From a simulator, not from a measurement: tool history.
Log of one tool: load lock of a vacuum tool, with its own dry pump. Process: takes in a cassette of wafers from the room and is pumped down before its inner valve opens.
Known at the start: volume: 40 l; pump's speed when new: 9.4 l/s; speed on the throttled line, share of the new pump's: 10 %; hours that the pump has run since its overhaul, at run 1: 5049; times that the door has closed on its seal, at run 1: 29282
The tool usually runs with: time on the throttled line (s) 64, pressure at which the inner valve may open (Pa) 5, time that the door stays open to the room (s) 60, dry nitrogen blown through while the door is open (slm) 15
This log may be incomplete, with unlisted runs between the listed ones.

| run | hour | time on the throttled line (s) | pressure at which the inner valve may open (Pa) | time that the door stays open to the room (s) | dry nitrogen blown through while the door is open (slm) | hours that the pump has run since its overhaul | times that the door has closed on its seal | incoming humidity of the room's air, % | time from the closed door until the inner valve may open (s) | rise of the pressure with all valves shut (Pa/min) |
|---|---|---|---|---|---|---|---|---|---|---|
| 1 | 0.0 | 64 | 5 | 60 | 15 | 5049 | 29282 | 46.3 | 104.6 | 0.074 |
| 2 | 313.1 | 64 | 5 | 60 | 15 | 5362 | 30043 | 46.6 | 104.0 | 0.080 |
| 3 | 662.3 | 64 | 5 | 60 | 15 | 5711 | 30890 | 42.2 | 103.4 | 0.078 |
| 4 | 1195.5 | 64 | 5 | 60 | 15 | 6244 | 32185 | 43.8 | 104.5 | 0.083 |
| 5 | 1537.7 | 64 | 5 | 60 | 15 | 6586 | 33016 | 46.5 | 105.2 | 0.091 |
| 6 | 1880.4 | 64 | 5 | 60 | 15 | 6929 | 33847 | 43.4 | 106.4 | 0.092 |
| 7 | 2250.6 | 64 | 5 | 60 | 15 | 7299 | 34746 | 48.2 | 105.8 | 0.099 |
| 8 | 2735.1 | 64 | 5 | 60 | 15 | 7784 | 35922 | 44.4 | 106.7 | 0.094 |
| 9 | 3196.6 | 64 | 5 | 60 | 15 | 8245 | 37043 | 41.5 | 106.0 | 0.102 |
| 10 | 3682.7 | 64 | 5 | 60 | 15 | 8731 | 38223 | 47.9 | 107.2 | 0.110 |
| 11 | 4199.7 | 64 | 5 | 60 | 15 | 9248 | 39478 | 41.5 | 107.2 | 0.108 |
| 12 | 4634.1 | 96 | 5 | 60 | 15 | 9683 | 40533 | 44.4 | 135.5 | 0.112 |
| 13 | 5039.6 | 96 | 5 | 60 | 15 | 10088 | 41517 | 46.2 | 137.6 | 0.127 |
| 14 | 5491.8 | 96 | 5 | 60 | 15 | 10540 | 42615 | 41.9 | 135.0 | 0.124 |
| 15 | 5865.1 | 64 | 5 | 60 | 15 | 10914 | 43521 | 48.0 | 109.7 | 0.138 |
| 16 | 6124.0 | 64 | 5 | 40 | 15 | 11173 | 44150 | 45.2 | 108.0 | 0.129 |
| 17 | 6397.9 | 64 | 5 | 40 | 15 | 11446 | 44815 | 42.9 | 109.7 | 0.134 |
| 18 | 6739.2 | 64 | 7 | 40 | 15 | 11788 | 45643 | 44.0 | 107.4 | 0.127 |
| 19 | 6970.4 | 64 | 7 | 40 | 27 | 12019 | 46205 | 44.2 | 109.1 | 0.128 |
| 20 | 7261.4 | 64 | 6 | 42 | 15 | 12310 | 46911 | 43.9 | 109.4 | 0.141 |
| 21 | 7615.1 | 103 | 6 | 42 | 15 | 12664 | 47770 | 46.7 | 143.3 | 0.148 |
|  | 7766.7 | dry pump taken out, an overhauled one fitted |
| 22 | 8024.0 | 103 | 6 | 42 | 15 | 257 | 48748 | 46.6 | 133.2 | 0.148 |
| 23 | 8497.2 | 103 | 6 | 42 | 15 | 730 | 49897 | 43.6 | 135.6 | 0.148 |
|  | 8595.9 | door's seal changed, seat wiped |
| 24 | 8807.3 | 74 | 5 | 63 | 7 | 1039 | 513 | 45.7 | 110.0 | 0.044 |
| 25 | 9210.8 | 47 | 6 | 43 | 8 | 1443 | 1492 | 46.2 | 85.4 | 0.030 |
| 26 | 9529.5 | 47 | 6 | 43 | 8 | 1761 | 2266 | 45.5 | 85.6 | 0.037 |
| 27 | 9843.6 | 43 | 6 | 131 | 34 | 2075 | 3029 | 47.0 | 83.0 | 0.028 |
| 28 | 10313.6 | 44 | 6 | 131 | 34 | 2545 | 4170 | 44.0 | 84.1 | 0.030 |
| 29 | 10782.9 | 95 | 4 | 28 | 15 | 3015 | 5309 | 46.3 | 131.6 | 0.027 |
| 30 | 11208.1 | 95 | 4 | 28 | 15 | 3440 | 6341 | 48.7 | 132.0 | 0.027 |
| 31 | 11761.0 | 95 | 4 | 28 | 15 | 3993 | 7684 | 44.3 | 132.4 | 0.035 |
| 32 | 12185.1 | 95 | 4 | 28 | 15 | 4417 | 8713 | 45.7 | 131.7 | 0.035 |
| 33 | 12606.5 | 58 | 5 | 60 | 15 | 4838 | 9736 | 45.3 | 99.5 | 0.038 |
| 34 | 13037.0 | 58 | 6 | 60 | 15 | 5269 | 10781 | 48.1 | 97.9 | 0.045 |
| 35 | 13297.0 | 60 | 6 | 41 | 15 | 5529 | 11413 | 43.7 | 101.1 | 0.041 |
| 36 | 13846.0 | 65 | 6 | 41 | 15 | 6078 | 12745 | 45.3 | 106.8 | 0.041 |

Some steps in time from the closed door until the inner valve may open (s) between neighbouring runs. How much of each would the tool show without its hidden state too (settings, what came in, random variation), and how much is left for the hidden state, with any gauge scatter that isn't in both results?
Hidden state at play: pump's speed, % of a new pump's; leak at the door's seal, Pa l/s; drift of the gauge itself on ready_s, %; drift of the gauge itself on rise_pa_min, %.
Run 14 -> 15: time on the throttled line (s) 96 -> 64. time from the closed door until the inner valve may open (s) -25.3: hidden state +1.4, all else -26.7.
Run 20 -> 21: time on the throttled line (s) 64 -> 103. time from the closed door until the inner valve may open (s) +33.9: hidden state -0.8, all else +34.7.
Run 21 -> 22: dry pump taken out, an overhauled one fitted. time from the closed door until the inner valve may open (s) -10.1: hidden state -8.8, all else -1.3.
Run 28 -> 29: time on the throttled line (s) 44 -> 95, pressure at which the inner valve may open (Pa) 6 -> 4, time that the door stays open to the room (s) 131 -> 28, dry nitrogen blown through while the door is open (slm) 34 -> 15. time from the closed door until the inner valve may open (s) +47.5: hidden state +0.0, all else +47.5.
Run 32 -> 33: time on the throttled line (s) 95 -> 58, pressure at which the inner valve may open (Pa) 4 -> 5, time that the door stays open to the room (s) 28 -> 60. time from the closed door until the inner valve may open (s) -32.2: hidden state +0.6, all else -32.8.

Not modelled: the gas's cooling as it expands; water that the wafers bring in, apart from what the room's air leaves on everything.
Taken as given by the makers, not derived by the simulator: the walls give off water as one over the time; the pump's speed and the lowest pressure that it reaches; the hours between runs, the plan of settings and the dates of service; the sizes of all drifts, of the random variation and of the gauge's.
